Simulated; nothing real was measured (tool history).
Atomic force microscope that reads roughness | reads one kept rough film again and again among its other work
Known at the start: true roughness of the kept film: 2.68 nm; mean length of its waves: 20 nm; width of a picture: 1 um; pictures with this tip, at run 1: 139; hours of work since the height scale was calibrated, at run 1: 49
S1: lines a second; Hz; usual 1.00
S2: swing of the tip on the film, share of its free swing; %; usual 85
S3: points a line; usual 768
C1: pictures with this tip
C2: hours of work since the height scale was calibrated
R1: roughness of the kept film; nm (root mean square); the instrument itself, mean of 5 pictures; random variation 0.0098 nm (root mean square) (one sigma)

{"run": 1, "hour": 0.0, "S1": 1.0, "S2": 85, "S3": 768, "C1": 139, "C2": 49, "R1": 2.009}
{"run": 2, "hour": 15.1, "S1": 1.0, "S2": 85, "S3": 768, "C1": 159, "C2": 56, "R1": 1.999}
{"hour": 17.6, "done": "new tip fitted"}
{"run": 3, "hour": 30.2, "S1": 1.0, "S2": 85, "S3": 768, "C1": 17, "C2": 63, "R1": 2.191}
{"run": 4, "hour": 52.2, "S1": 1.0, "S2": 85, "S3": 768, "C1": 46, "C2": 73, "R1": 2.122}
{"run": 5, "hour": 63.7, "S1": 1.0, "S2": 70, "S3": 768, "C1": 61, "C2": 79, "R1": 2.165}
{"run": 6, "hour": 85.0, "S1": 1.0, "S2": 70, "S3": 768, "C1": 88, "C2": 89, "R1": 2.118}
{"run": 7, "hour": 101.3, "S1": 1.0, "S2": 70, "S3": 768, "C1": 110, "C2": 96, "R1": 2.083}
{"run": 8, "hour": 121.1, "S1": 1.0, "S2": 70, "S3": 768, "C1": 136, "C2": 105, "R1": 2.049}
{"run": 9, "hour": 137.5, "S1": 1.43, "S2": 85, "S3": 768, "C1": 157, "C2": 113, "R1": 1.909}
{"hour": 141.1, "done": "new tip fitted"}
{"run": 10, "hour": 148.9, "S1": 1.43, "S2": 85, "S3": 768, "C1": 10, "C2": 118, "R1": 2.164}
{"run": 11, "hour": 170.2, "S1": 1.43, "S2": 85, "S3": 768, "C1": 38, "C2": 128, "R1": 2.104}
{"run": 12, "hour": 185.6, "S1": 1.05, "S2": 85, "S3": 768, "C1": 58, "C2": 135, "R1": 2.122}
{"run": 13, "hour": 200.4, "S1": 1.9, "S2": 72, "S3": 316, "C1": 78, "C2": 142, "R1": 2.023}
{"run": 14, "hour": 210.8, "S1": 1.0, "S2": 61, "S3": 768, "C1": 91, "C2": 147, "R1": 2.14}
{"run": 15, "hour": 226.5, "S1": 1.0, "S2": 61, "S3": 768, "C1": 112, "C2": 154, "R1": 2.094}
{"run": 16, "hour": 248.7, "S1": 1.0, "S2": 65, "S3": 768, "C1": 141, "C2": 164, "R1": 2.053}
{"run": 17, "hour": 262.8, "S1": 1.86, "S2": 65, "S3": 768, "C1": 159, "C2": 171, "R1": 1.986}
{"hour": 264.5, "done": "new tip fitted"}
{"run": 18, "hour": 285.5, "S1": 0.8, "S2": 85, "S3": 555, "C1": 27, "C2": 181, "R1": 2.198}
{"run": 19, "hour": 302.9, "S1": 1.0, "S2": 78, "S3": 704, "C1": 50, "C2": 189, "R1": 2.19}

4 ways to go on from here, each from the tool as it stands after run 19. What would each give?
{"run": "A", "hour": 322.2, "S1": 1.62, "S2": 85, "S3": 689, "C1": 75, "C2": 198, "R1": "?"}
{"run": "B", "hour": 322.2, "S1": 3.82, "S2": 74, "S3": 704, "C1": 75, "C2": 198, "R1": "?"}
{"run": "C", "hour": 322.2, "S1": 3.47, "S2": 74, "S3": 258, "C1": 75, "C2": 198, "R1": "?"}
{"run": "D", "hour": 322.2, "S1": 0.52, "S2": 78, "S3": 704, "C1": 75, "C2": 198, "R1": "?"}

run=A R1=2.047
run=B R1=1.992
run=C R1=1.936
run=D R1=2.156
Without the tool's hidden state the same runs would have given:
run=A R1=2.184
run=B R1=2.124
run=C R1=2.065
run=D R1=2.299
